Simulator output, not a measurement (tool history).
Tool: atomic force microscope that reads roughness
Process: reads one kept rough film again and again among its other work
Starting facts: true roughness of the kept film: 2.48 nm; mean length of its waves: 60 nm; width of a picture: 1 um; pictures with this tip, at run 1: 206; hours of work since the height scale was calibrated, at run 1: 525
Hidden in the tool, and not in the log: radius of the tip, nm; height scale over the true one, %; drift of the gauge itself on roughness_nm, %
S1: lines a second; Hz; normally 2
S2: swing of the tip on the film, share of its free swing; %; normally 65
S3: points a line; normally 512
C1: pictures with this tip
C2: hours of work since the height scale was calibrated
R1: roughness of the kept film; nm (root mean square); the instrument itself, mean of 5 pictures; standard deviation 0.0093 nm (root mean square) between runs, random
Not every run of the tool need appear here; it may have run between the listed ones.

run,hour,S1,S2,S3,C1,C2,R1
1,0,2,65,512,206,525,2.279
2,12.1,2.49,65,512,227,534,2.259
3,26.4,2,65,512,251,544,2.258
# hour 39.6: new tip fitted
4,51.3,2,69,512,19,562,2.279
5,66.4,2,69,512,45,573,2.27
6,77,2,65,262,63,581,2.284
7,91.4,2,65,262,87,592,2.286
8,112.3,2,65,262,123,607,2.259
9,134.9,2,65,262,161,624,2.266
10,145.4,2,65,262,179,632,2.262
11,160.8,1.43,85,278,205,643,2.152
12,179.8,1.43,79,894,237,657,2.21
# hour 182.7: height scale calibrated on a step standard
13,196.4,0.52,59,894,264,10,2.357
# hour 204: new tip fitted
14,212.5,2.54,87,894,14,22,1.978
15,222.7,3.74,87,433,32,29,1.835
# hour 227.6: height scale calibrated on a step standard, once more
16,235,3.35,58,440,51,5,2.303
17,247.9,2.52,85,351,73,15,2.04

Describe how what the log doesn't record of the tool's condition differs between the last listed run preceding each entry between runs and the first listed run following it.
Runs 3 to 4: new tip fitted (hour 39.6)
  radius of the tip, nm: 10.5 -> 5.6; height scale over the true one, %: -0.66 -> -0.68
  difference, measured minus the result without the unlogged condition, R1: -0.049 -> -0.019 nm (root mean square)
Runs 12 to 13: height scale calibrated on a step standard (hour 182.7)
  radius of the tip, nm: 10.7 -> 11.4; height scale over the true one, %: -0.79 -> -1.34
  difference, measured minus the result without the unlogged condition, R1: -0.051 -> -0.073 nm (root mean square)
Runs 13 to 14: new tip fitted (hour 204)
  radius of the tip, nm: 11.4 -> 5.5; height scale over the true one, %: -1.34 -> -1.35
  difference, measured minus the result without the unlogged condition, R1: -0.073 -> -0.03 nm (root mean square)
Runs 15 to 16: height scale calibrated on a step standard, once more (hour 227.6)
  radius of the tip, nm: 5.9 -> 6.3; height scale over the true one, %: -1.36 -> -0.15
  difference, measured minus the result without the unlogged condition, R1: -0.029 -> -0.012 nm (root mean square)

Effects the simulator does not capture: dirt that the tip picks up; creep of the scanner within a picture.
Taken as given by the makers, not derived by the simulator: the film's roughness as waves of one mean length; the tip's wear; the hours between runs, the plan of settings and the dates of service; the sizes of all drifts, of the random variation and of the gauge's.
